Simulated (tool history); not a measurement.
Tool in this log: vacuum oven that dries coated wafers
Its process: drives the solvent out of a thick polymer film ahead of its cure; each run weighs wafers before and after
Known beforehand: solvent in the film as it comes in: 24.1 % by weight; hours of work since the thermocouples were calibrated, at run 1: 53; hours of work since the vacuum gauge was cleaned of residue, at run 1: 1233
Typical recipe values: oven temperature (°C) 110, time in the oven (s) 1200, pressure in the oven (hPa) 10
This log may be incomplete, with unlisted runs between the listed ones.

run     day  oven temperature (°C)  time in the oven (s)  pressure in the oven (hPa)  hours of work since the thermocouples were calibrated  hours of work since the vacuum gauge was cleaned of residue  solvent left in the film (%)
  1       0                    110                  1200                          10                                                     53                                                         1233                          2.98
  2   1.983                    110                  2160                          10                                                     90                                                         1269                           0.8
  3   3.275                    110                  2160                          10                                                    113                                                         1293                           0.8
  4   4.958                    110                  2160                          10                                                    144                                                         1324                           0.8
  5   6.138                    110                  1200                          10                                                    166                                                         1345                             3
  6   7.721                    110                  1200                          10                                                    194                                                         1374                          2.98
  7   8.988                    110                  1200                        25.7                                                    218                                                         1397                          3.26
  8  10.721                    110                  1200                        25.7                                                    249                                                         1429                          3.26
  9  11.888                    110                  1200                          10                                                    271                                                         1450                          2.99
 10  13.767                    110                  1200                          10                                                    305                                                         1485                          2.97
 11  15.175                    110                  1200                          10                                                    331                                                         1511                          2.96
 12  16.642                    110                   720                          10                                                    358                                                         1537                          6.24
 13  18.367                    110                   720                          10                                                    389                                                         1569                          6.25

What will run 14 give?
 14  20.375                    124                   720                        13.4                                                    426                                                         1606                             ?

solvent left in the film (%): 3.1
With no hidden state in the tool, this same run would have given solvent left in the film (%) 3.11.
